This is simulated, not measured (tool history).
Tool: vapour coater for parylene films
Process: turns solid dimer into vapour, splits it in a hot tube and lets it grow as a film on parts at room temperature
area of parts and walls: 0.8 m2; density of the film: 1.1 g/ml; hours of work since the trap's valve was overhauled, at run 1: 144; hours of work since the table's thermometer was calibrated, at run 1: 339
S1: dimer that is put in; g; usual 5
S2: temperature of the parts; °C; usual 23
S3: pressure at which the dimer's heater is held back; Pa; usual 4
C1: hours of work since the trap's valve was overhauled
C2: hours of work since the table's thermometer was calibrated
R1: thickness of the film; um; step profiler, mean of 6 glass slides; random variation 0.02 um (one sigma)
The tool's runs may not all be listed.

run 1 hour=0 | S1=5 S2=23 S3=4 | C1=144 C2=339 | R1=4
run 2 hour=22.9 | S1=5 S2=23 S3=4 | C1=156 C2=351 | R1=3.97
run 3 hour=36.6 | S1=6 S2=23 S3=4 | C1=164 C2=358 | R1=4.74
run 4 hour=49.4 | S1=6 S2=23 S3=4 | C1=170 C2=365 | R1=4.75
run 5 hour=70.4 | S1=6 S2=23 S3=4 | C1=181 C2=376 | R1=4.73
run 6 hour=89 | S1=4 S2=23 S3=4 | C1=191 C2=386 | R1=3.17
run 7 hour=104.9 | S1=6 S2=23 S3=4 | C1=200 C2=394 | R1=4.73
run 8 hour=120.6 | S1=5 S2=22 S3=2.53 | C1=208 C2=402 | R1=4.12
run 9 hour=132.5 | S1=2 S2=22 S3=2.39 | C1=214 C2=409 | R1=1.65
run 10 hour=146.3 | S1=6 S2=16 S3=4.51 | C1=221 C2=416 | R1=5.27
run 11 hour=173.1 | S1=6 S2=16 S3=4.51 | C1=236 C2=430 | R1=5.33

The same runs without the tool's hidden state, with the same run-to-run variation:
The hidden state here: vapour lost through the trap's worn valve, %; true temperature of the parts over the reading, C; drift of the gauge itself on film_um, %.
run=1 R1=4.08
run=2 R1=4.05
run=3 R1=4.85
run=4 R1=4.86
run=5 R1=4.85
run=6 R1=3.25
run=7 R1=4.85
run=8 R1=4.23
run=9 R1=1.7
run=10 R1=5.42
run=11 R1=5.49
